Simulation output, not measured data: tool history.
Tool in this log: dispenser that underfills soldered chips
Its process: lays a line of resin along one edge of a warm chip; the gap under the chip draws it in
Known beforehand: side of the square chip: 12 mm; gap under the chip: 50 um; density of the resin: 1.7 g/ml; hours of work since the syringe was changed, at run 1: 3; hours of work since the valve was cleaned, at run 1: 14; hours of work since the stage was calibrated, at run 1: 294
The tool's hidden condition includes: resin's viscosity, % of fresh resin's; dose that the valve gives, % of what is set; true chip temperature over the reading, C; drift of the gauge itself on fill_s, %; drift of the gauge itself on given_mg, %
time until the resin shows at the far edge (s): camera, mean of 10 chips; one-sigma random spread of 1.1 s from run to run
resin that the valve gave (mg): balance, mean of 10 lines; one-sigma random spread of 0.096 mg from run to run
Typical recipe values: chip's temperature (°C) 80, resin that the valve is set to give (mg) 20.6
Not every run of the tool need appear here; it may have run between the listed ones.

run   hour  chip's temperature (°C)  resin that the valve is set to give (mg)  hours of work since the syringe was changed  hours of work since the valve was cleaned  hours of work since the stage was calibrated  time until the resin shows at the far edge (s)  resin that the valve gave (mg)
  1      0                       80                                      20.6                                            3                                         14                                           294                                           133.7                           20.34
       4.4  -- new syringe of resin
  2   10.3                       80                                      20.6                                            4                                         22                                           302                                           141.2                           20.12
      13.2  -- new syringe of resin
  3   20.1                       80                                      20.6                                            5                                         29                                           309                                           145.4                           20.01
      21.6  -- new syringe of resin
  4   26.4                       80                                      20.6                                            4                                         33                                           314                                           138.9                           20.05
        30  -- new syringe of resin
  5   34.9                       80                                      20.6                                            4                                         40                                           320                                           135.6                           19.77
      38.6  -- new syringe of resin
  6   42.6                       80                                      20.6                                            3                                         45                                           326                                           133.5                           19.68
      46.8  -- new syringe of resin
  7   49.7                       70                                      20.6                                            2                                         50                                           331                                           197.6                           19.56
      55.2  -- new syringe of resin
  8   59.6                       70                                      20.6                                            3                                         58                                           338                                           206.4                           19.35
      63.7  -- new syringe of resin
  9   65.9                       70                                      19.8                                            2                                         62                                           343                                           191.1                           18.54
      71.9  -- new syringe of resin
      74.3  -- dispensing valve cleaned and set on the balance
 10   74.5                       70                                      19.8                                            1                                          0                                           348                                           189.2                           19.86
 11   79.1                       80                                      20.6                                            5                                          4                                           352                                           145.9                           20.57
      81.2  -- new syringe of resin
 12   88.7                       80                                      20.6                                            6                                         11                                           359                                           152.4                           20.36
      89.5  -- new syringe of resin
      98.1  -- new syringe of resin
 13   98.8                       80                                      20.6                                            0                                         18                                           366                                             115                           20.29
     106.5  -- new syringe of resin
 14  107.7                       80                                      20.6                                            1                                         24                                           372                                           122.8                           20.19
 15  112.3                       80                                      20.6                                            4                                         28                                           376                                           142.9                           19.98
     114.9  -- new syringe of resin
 16  121.9                       80                                      20.6                                            5                                         35                                           383                                           147.1                           19.86
     123.2  -- new syringe of resin
 17  128.4                       80                                      20.6                                            4                                         40                                           388                                           143.6                           19.98
     131.6  -- new syringe of resin
 18    137                       80                                      20.6                                            4                                         46                                           394                                           138.9                           19.74
     140.1  -- new syringe of resin
 19  142.6                       80                                        25                                            2                                         50                                           398                                           124.4                           23.84
 20    148                       80                                        25                                            6                                         54                                           402                                           152.5                           23.67
     148.8  -- new syringe of resin
     157.5  -- new syringe of resin
 21  158.2                       80                                      18.1                                            1                                         61                                           409                                           125.8                           17.09
     166.3  -- new syringe of resin
     167.3  -- dispensing valve cleaned and set on the balance
 22  169.2                       80                                      23.9                                            1                                          1                                           417                                             126                            23.9
     176.2  -- new syringe of resin
 23  176.2                       67                                        22                                            0                                          6                                           422                                           208.3                           21.74
     184.4  -- new syringe of resin
 24  185.4                       89                                      19.9                                            1                                         13                                           428                                            86.2                           19.69
 25  191.6                       94                                      17.6                                            5                                         18                                           433                                            88.4                           17.24
     192.9  -- new syringe of resin
 26    200                       86                                      26.5                                            5                                         24                                           439                                           116.2                            25.7
     201.6  -- new syringe of resin
 27    208                       69                                      22.2                                            5                                         30                                           445                                           239.5                           21.65
     209.8  -- new syringe of resin
 28  216.2                       69                                      22.2                                            5                                         36                                           451                                           228.6                           21.34
     218.6  -- new syringe of resin
 29  222.1                       69                                      22.2                                            3                                         40                                           455                                             217                           21.29
     227.1  -- new syringe of resin
 30  229.3                       82                                      19.8                                            2                                         45                                           461                                           119.7                           18.92
     235.6  -- new syringe of resin
 31  239.4                       71                                      20.3                                            3                                         53                                           468                                           197.5                           19.23
       244  -- new syringe of resin
 32    244                       69                                      18.1                                            0                                         56                                           471                                           192.4                           16.99
     252.5  -- new syringe of resin
 33  252.5                       69                                      18.1                                            0                                         62                                           477                                           202.2                           16.84
     259.9  -- dispensing valve cleaned and set on the balance
 34  259.9                       77                                      17.8                                            5                                          0                                           482                                           172.4                           17.85

Below are 4 alternative next runs, each starting from the tool's condition after run 34. Predict each:
     262.1  -- new syringe of resin
  A   266                       89                                      18.7                                            3                                          4                                           487                                               ?                               ?
     262.1  -- new syringe of resin
  B   266                       75                                      22.8                                            3                                          4                                           487                                               ?                               ?
     262.1  -- new syringe of resin
  C   266                       91                                      17.8                                            3                                          4                                           487                                               ?                               ?
     262.1  -- new syringe of resin
  D   266                       78                                      20.7                                            3                                          4                                           487                                               ?                               ?

run  time until the resin shows at the far edge (s)  resin that the valve gave (mg)
  A                                            96.2                           18.62
  B                                           167.1                           22.67
  C                                            88.8                           17.71
  D                                           148.1                           20.53
Stripped of hidden state, with their random variation kept, the same runs would have yielded:
run  time until the resin shows at the far edge (s)  resin that the valve gave (mg)
  A                                            78.3                           18.65
  B                                           135.2                           22.71
  C                                            72.3                           17.74
  D                                           119.9                           20.56
